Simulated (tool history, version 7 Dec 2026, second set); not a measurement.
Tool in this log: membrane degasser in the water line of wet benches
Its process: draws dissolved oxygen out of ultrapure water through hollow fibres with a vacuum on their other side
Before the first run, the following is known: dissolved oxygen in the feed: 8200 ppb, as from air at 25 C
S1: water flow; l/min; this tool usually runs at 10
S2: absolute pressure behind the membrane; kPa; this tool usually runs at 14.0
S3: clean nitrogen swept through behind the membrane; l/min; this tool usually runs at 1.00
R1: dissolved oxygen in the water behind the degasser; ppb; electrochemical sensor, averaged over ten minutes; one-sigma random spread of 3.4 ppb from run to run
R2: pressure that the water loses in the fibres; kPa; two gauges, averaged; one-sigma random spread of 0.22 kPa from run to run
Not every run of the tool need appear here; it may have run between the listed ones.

| run | hour | S1 | S2 | S3 | R1 | R2 |
|---|---|---|---|---|---|---|
| 1 | 0.0 | 10 | 14.0 | 1.00 | 353.9 | 54.81 |
| 2 | 81.0 | 10 | 14.0 | 1.00 | 351.4 | 55.00 |
| 3 | 173.9 | 10 | 14.0 | 1.00 | 351.9 | 55.31 |
| 4 | 252.5 | 10 | 14.0 | 1.00 | 357.1 | 55.41 |
| 5 | 361.5 | 10 | 14.0 | 1.00 | 347.0 | 54.90 |
| 6 | 429.3 | 10 | 14.0 | 1.00 | 353.8 | 55.09 |
| 7 | 502.0 | 10 | 14.0 | 1.00 | 350.2 | 55.19 |
| 8 | 613.1 | 8 | 14.0 | 1.00 | 274.6 | 44.35 |
| 9 | 668.0 | 8 | 14.0 | 1.00 | 269.2 | 43.84 |
| 10 | 771.9 | 8 | 14.0 | 1.00 | 271.6 | 44.61 |
| 11 | 837.3 | 8 | 14.0 | 1.00 | 271.2 | 44.36 |
| 12 | 937.2 | 8 | 14.0 | 1.00 | 274.0 | 44.48 |
| 13 | 1045.2 | 8 | 14.0 | 1.00 | 275.2 | 44.15 |
| 14 | 1167.9 | 8 | 14.0 | 1.00 | 278.1 | 44.41 |
| 15 | 1270.7 | 8 | 14.0 | 1.00 | 277.2 | 44.09 |
|  | 1316.6 | seals of the vacuum lines changed |
| 16 | 1372.5 | 8 | 14.0 | 1.39 | 204.6 | 44.38 |
| 17 | 1425.3 | 8 | 14.0 | 1.39 | 212.0 | 44.31 |
| 18 | 1543.4 | 10 | 14.0 | 0.56 | 508.0 | 55.66 |
| 19 | 1661.9 | 11 | 14.0 | 0.49 | 618.1 | 61.24 |
| 20 | 1732.0 | 11 | 14.0 | 0.49 | 620.6 | 61.05 |
| 21 | 1858.3 | 11 | 14.0 | 0.49 | 623.8 | 60.96 |
| 22 | 1982.0 | 9 | 14.0 | 0.99 | 307.6 | 49.53 |
| 23 | 2080.3 | 9 | 14.0 | 0.99 | 299.8 | 49.91 |
| 24 | 2144.7 | 9 | 14.0 | 1.59 | 226.4 | 50.28 |
| 25 | 2224.7 | 13 | 14.0 | 1.00 | 481.5 | 72.20 |
| 26 | 2312.8 | 13 | 14.0 | 1.00 | 470.7 | 71.99 |
| 27 | 2435.3 | 10 | 32.8 | 0.88 | 810.1 | 55.66 |
| 28 | 2496.5 | 10 | 12.5 | 1.48 | 251.3 | 55.73 |
| 29 | 2598.8 | 10 | 12.5 | 1.48 | 252.5 | 56.15 |
| 30 | 2650.5 | 8 | 11.7 | 1.27 | 193.2 | 44.40 |
| 31 | 2767.4 | 8 | 11.7 | 2.19 | 139.1 | 44.56 |

Each row is a separate what-if for the run after 31, all from the same tool condition, not one after another. Results?
| A | 2842.0 | 8 | 11.7 | 2.19 | ? | ? |
| B | 2842.0 | 7 | 14.0 | 2.24 | ? | ? |
| C | 2842.0 | 16 | 20.6 | 0.97 | ? | ? |
| D | 2842.0 | 8 | 11.7 | 0.43 | ? | ? |

| run | R1 | R2 |
|---|---|---|
| A | 141.4 | 45.22 |
| B | 130.4 | 39.20 |
| C | 845.2 | 89.04 |
| D | 402.0 | 44.94 |
Stripped of hidden state, with their random variation kept, the same runs would have yielded:
| run | R1 | R2 |
|---|---|---|
| A | 134.6 | 44.47 |
| B | 124.7 | 38.55 |
| C | 826.9 | 87.58 |
| D | 391.1 | 44.20 |
